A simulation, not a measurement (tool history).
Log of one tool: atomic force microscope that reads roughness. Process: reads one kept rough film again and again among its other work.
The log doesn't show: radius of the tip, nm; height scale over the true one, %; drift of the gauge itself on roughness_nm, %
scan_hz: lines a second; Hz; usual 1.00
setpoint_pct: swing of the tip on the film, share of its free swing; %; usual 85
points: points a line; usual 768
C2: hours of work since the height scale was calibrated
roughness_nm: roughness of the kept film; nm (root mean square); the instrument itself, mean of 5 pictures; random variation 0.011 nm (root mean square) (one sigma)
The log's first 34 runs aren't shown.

Run 35, hour 512.8: usual settings but setpoint_pct 76 %; pictures with this tip 148; C2 105. Result: roughness_nm 2.032 nm (root mean square).
Run 36, hour 521.1: usual settings but scan_hz 2.06 Hz, setpoint_pct 80 %, points 382; pictures with this tip 159; C2 109. Result: roughness_nm 1.906 nm (root mean square).
At hour 526.7: new tip fitted.
Run 37, hour 534.8: usual settings but scan_hz 2.06 Hz, setpoint_pct 84 %, points 334; pictures with this tip 10; C2 115. Result: roughness_nm 2.383 nm (root mean square).
Run 38, hour 549.5: usual settings but scan_hz 1.12 Hz, setpoint_pct 79 %, points 314; pictures with this tip 30; C2 121. Result: roughness_nm 2.398 nm (root mean square).
Run 39, hour 560.6: usual settings but scan_hz 1.12 Hz, setpoint_pct 79 %, points 314; pictures with this tip 45; C2 126. Result: roughness_nm 2.363 nm (root mean square).
Run 40, hour 571.2: usual settings but scan_hz 2.87 Hz, setpoint_pct 71 %, points 993; pictures with this tip 59; C2 130. Result: roughness_nm 2.270 nm (root mean square).
Run 41, hour 580.2: usual settings but scan_hz 1.67 Hz, setpoint_pct 71 %, points 422; pictures with this tip 71; C2 134. Result: roughness_nm 2.282 nm (root mean square).
Run 42, hour 595.2: usual settings but scan_hz 1.67 Hz, setpoint_pct 71 %, points 422; pictures with this tip 90; C2 141. Result: roughness_nm 2.197 nm (root mean square).
Run 43, hour 603.9: usual settings but scan_hz 0.75 Hz, setpoint_pct 67 %; pictures with this tip 102; C2 144. Result: roughness_nm 2.201 nm (root mean square).
Run 44, hour 617.8: usual settings but scan_hz 3.86 Hz, setpoint_pct 70 %, points 1000; pictures with this tip 120; C2 150. Result: roughness_nm 2.008 nm (root mean square).
Run 45, hour 629.0: usual settings but scan_hz 2.00 Hz, setpoint_pct 87 %, points 391; pictures with this tip 135; C2 155. Result: roughness_nm 1.926 nm (root mean square).
Run 46, hour 641.9: usual settings but scan_hz 2.58 Hz, setpoint_pct 82 %, points 359; pictures with this tip 152; C2 161. Result: roughness_nm 1.872 nm (root mean square).
At hour 652.5: new tip fitted.
Run 47, hour 661.2: usual settings but scan_hz 2.37 Hz, setpoint_pct 84 %, points 874; pictures with this tip 11; C2 169. Result: roughness_nm 2.396 nm (root mean square).

3 ways to go on from here, each from the tool as it stands after run 47. What would each give?
Run A, hour 672.6: usual settings but scan_hz 1.19 Hz; pictures with this tip 26; C2 174. Result: roughness_nm ?.
Run B, hour 672.6: usual settings but scan_hz 2.28 Hz, setpoint_pct 60 %, points 664; pictures with this tip 26; C2 174. Result: roughness_nm ?.
Run C, hour 672.6: usual settings but scan_hz 2.37 Hz, setpoint_pct 59 %, points 930; pictures with this tip 26; C2 174. Result: roughness_nm ?.

run  roughness_nm
  A         2.430
  B         2.487
  C         2.503
Without the tool's hidden state the same runs would have given:
run  roughness_nm
  A         2.557
  B         2.617
  C         2.633
